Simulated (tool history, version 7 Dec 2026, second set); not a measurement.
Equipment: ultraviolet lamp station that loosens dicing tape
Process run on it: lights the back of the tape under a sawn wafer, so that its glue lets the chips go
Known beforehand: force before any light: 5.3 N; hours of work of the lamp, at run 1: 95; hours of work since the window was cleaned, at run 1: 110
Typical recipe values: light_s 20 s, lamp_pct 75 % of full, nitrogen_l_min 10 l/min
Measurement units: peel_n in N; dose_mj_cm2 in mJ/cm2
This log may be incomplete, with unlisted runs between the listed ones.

| run | hour | light_s | lamp_pct | nitrogen_l_min | hours of work of the lamp | hours of work since the window was cleaned | peel_n | dose_mj_cm2 |
|---|---|---|---|---|---|---|---|---|
| 1 | 0.0 | 20 | 75 | 10 | 95 | 110 | 0.703 | 398 |
| 2 | 5.2 | 18 | 75 | 10 | 98 | 112 | 0.867 | 360 |
| 3 | 10.1 | 20 | 75 | 10 | 100 | 115 | 0.713 | 398 |
| 4 | 14.7 | 20 | 75 | 10 | 102 | 117 | 0.679 | 400 |
| 5 | 22.9 | 20 | 75 | 10 | 106 | 121 | 0.754 | 401 |
| 6 | 31.0 | 20 | 75 | 10 | 110 | 125 | 0.753 | 395 |
| 7 | 38.2 | 20 | 75 | 10 | 114 | 128 | 0.733 | 396 |
| 8 | 42.3 | 20 | 75 | 10 | 116 | 130 | 0.705 | 398 |
| 9 | 48.8 | 20 | 75 | 10 | 119 | 133 | 0.728 | 400 |
| 10 | 57.4 | 20 | 75 | 10 | 123 | 137 | 0.771 | 389 |
| 11 | 61.8 | 20 | 75 | 10 | 125 | 139 | 0.737 | 389 |
| 12 | 70.0 | 20 | 75 | 10 | 129 | 143 | 0.734 | 394 |
| 13 | 78.3 | 20 | 75 | 10 | 133 | 147 | 0.746 | 397 |
| 14 | 83.9 | 20 | 75 | 10 | 135 | 150 | 0.716 | 393 |
| 15 | 91.0 | 20 | 75 | 10 | 139 | 153 | 0.769 | 389 |
|  | 92.3 | window cleaned of glue's vapour |
| 16 | 98.1 | 20 | 75 | 10 | 142 | 3 | 0.762 | 378 |
| 17 | 107.7 | 20 | 75 | 10 | 147 | 7 | 0.754 | 380 |
| 18 | 113.4 | 20 | 75 | 10 | 149 | 10 | 0.776 | 380 |
| 19 | 123.1 | 20 | 75 | 10 | 154 | 15 | 0.805 | 378 |
|  | 133.3 | window cleaned of glue's vapour, once more |
| 20 | 133.3 | 20 | 75 | 10 | 159 | 0 | 0.739 | 394 |
| 21 | 138.0 | 20 | 75 | 10 | 161 | 2 | 0.769 | 392 |
| 22 | 144.8 | 11 | 75 | 11 | 164 | 6 | 1.720 | 215 |
| 23 | 153.1 | 25 | 75 | 13 | 168 | 9 | 0.427 | 486 |
| 24 | 158.3 | 25 | 79 | 13 | 170 | 12 | 0.387 | 512 |
| 25 | 164.6 | 12 | 62 | 10 | 174 | 15 | 1.929 | 193 |
| 26 | 170.5 | 12 | 62 | 10 | 176 | 18 | 1.974 | 193 |
| 27 | 175.4 | 11 | 63 | 12 | 179 | 20 | 1.970 | 175 |
| 28 | 181.9 | 11 | 71 | 12 | 182 | 23 | 1.790 | 202 |
| 29 | 188.3 | 26 | 67 | 12 | 185 | 26 | 0.529 | 442 |
| 30 | 194.6 | 26 | 67 | 16 | 188 | 29 | 0.455 | 442 |
| 31 | 199.7 | 20 | 69 | 7 | 190 | 32 | 1.069 | 353 |
| 32 | 204.7 | 20 | 94 | 10 | 193 | 34 | 0.498 | 475 |
| 33 | 209.5 | 16 | 75 | 10 | 195 | 36 | 1.114 | 305 |
| 34 | 214.7 | 20 | 67 | 9 | 197 | 39 | 0.981 | 342 |
| 35 | 221.9 | 10 | 78 | 7 | 201 | 42 | 2.154 | 198 |
| 36 | 229.6 | 20 | 75 | 10 | 205 | 46 | 0.789 | 376 |
| 37 | 237.0 | 20 | 75 | 10 | 208 | 50 | 0.802 | 376 |
| 38 | 246.4 | 20 | 75 | 10 | 213 | 54 | 0.803 | 382 |
| 39 | 250.7 | 20 | 75 | 10 | 215 | 56 | 0.803 | 372 |
| 40 | 255.5 | 13 | 65 | 10 | 217 | 58 | 1.765 | 207 |
| 41 | 263.5 | 13 | 65 | 10 | 221 | 62 | 1.805 | 213 |
| 42 | 268.6 | 18 | 73 | 3 | 223 | 65 | 1.744 | 328 |

Forecast each of these 5 alternatives for the next run:
| A | 273.5 | 29 | 64 | 8 | 226 | 67 | ? | ? |
| B | 273.5 | 11 | 74 | 9 | 226 | 67 | ? | ? |
| C | 273.5 | 37 | 90 | 10 | 226 | 67 | ? | ? |
| D | 273.5 | 21 | 68 | 8 | 226 | 67 | ? | ? |
| E | 273.5 | 18 | 73 | 3 | 226 | 67 | ? | ? |

| run | peel_n | dose_mj_cm2 |
|---|---|---|
| A | 0.622 | 448 |
| B | 1.940 | 202 |
| C | 0.169 | 827 |
| D | 1.021 | 347 |
| E | 1.749 | 324 |
What these runs would have given with no unlogged condition in the tool:
| run | peel_n | dose_mj_cm2 |
|---|---|---|
| A | 0.448 | 529 |
| B | 1.629 | 238 |
| C | 0.134 | 974 |
| D | 0.776 | 410 |
| E | 1.447 | 382 |
